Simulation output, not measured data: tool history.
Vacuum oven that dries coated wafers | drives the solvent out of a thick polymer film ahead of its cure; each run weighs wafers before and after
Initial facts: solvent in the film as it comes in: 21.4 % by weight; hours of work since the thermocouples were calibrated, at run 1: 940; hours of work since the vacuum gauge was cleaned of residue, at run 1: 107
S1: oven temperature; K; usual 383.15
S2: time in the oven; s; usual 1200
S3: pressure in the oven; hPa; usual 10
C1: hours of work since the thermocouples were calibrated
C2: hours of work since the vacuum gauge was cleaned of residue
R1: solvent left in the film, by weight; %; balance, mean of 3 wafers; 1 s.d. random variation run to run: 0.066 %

run	hour	S1	S2	S3	C1	C2	R1
1	0	383.15	1200	10	940	107	4.3
2	90.6	383.15	1200	10	987	155	4.31
3	178.1	383.15	1200	10	1033	201	4.24
4	217.3	383.15	1200	10	1054	221	4.31
5	269.5	383.15	1740	10	1081	248	2.47
6	343.6	383.15	1740	10	1120	287	2.52
7	412.7	383.15	1740	10	1156	323	2.51
8	500.2	383.15	1740	10	1202	369	2.42
9	547.9	393.15	1740	10	1227	394	0.89
10	593.9	383.15	1200	10	1251	418	4.36
11	640.8	383.15	1200	10	1275	443	4.38
12	688.3	383.15	1200	10	1300	468	4.29
13	764.3	383.15	1200	10	1340	507	4.3
14	849	383.15	1200	10	1384	552	4.27
15	898.9	383.15	1200	14.5	1410	578	4.61
16	976.6	389.15	1200	21.1	1451	618	3.16
17	1020	371.15	960	10	1474	641	9.88
18	1107.7	371.15	960	10	1520	687	9.61
19	1164.1	371.15	2100	10	1549	717	5.05
# hour 1230.7: oven's thermocouples calibrated
20	1240.7	371.15	720	18.5	5	756	11.29
21	1283.6	371.15	720	10.2	28	778	11.17
22	1321.2	374.15	840	10	47	798	9.45
23	1376.6	374.15	1860	5.9	76	827	4.45
24	1418	374.15	1860	5.9	98	848	4.41
25	1502	374.15	1500	11.6	142	892	5.96
26	1562.9	389.15	600	36.9	174	924	7.3
27	1616.4	383.15	960	25.8	202	952	6.44
28	1697.2	383.15	1200	9.1	244	995	4.35
29	1762.9	395.15	1440	10	278	1029	1.15

Below are 3 alternative next runs, each starting from the tool's condition after run 29. Predict each:
A	1810.5	395.15	1560	10	303	1054	?
B	1810.5	395.15	1440	6.8	303	1054	?
C	1810.5	371.15	780	37.6	303	1054	?

run	R1
A	0.85
B	0.98
C	11.91
Had the tool no hidden state, the same runs would have come out as:
run	R1
A	0.85
B	0.97
C	11.89

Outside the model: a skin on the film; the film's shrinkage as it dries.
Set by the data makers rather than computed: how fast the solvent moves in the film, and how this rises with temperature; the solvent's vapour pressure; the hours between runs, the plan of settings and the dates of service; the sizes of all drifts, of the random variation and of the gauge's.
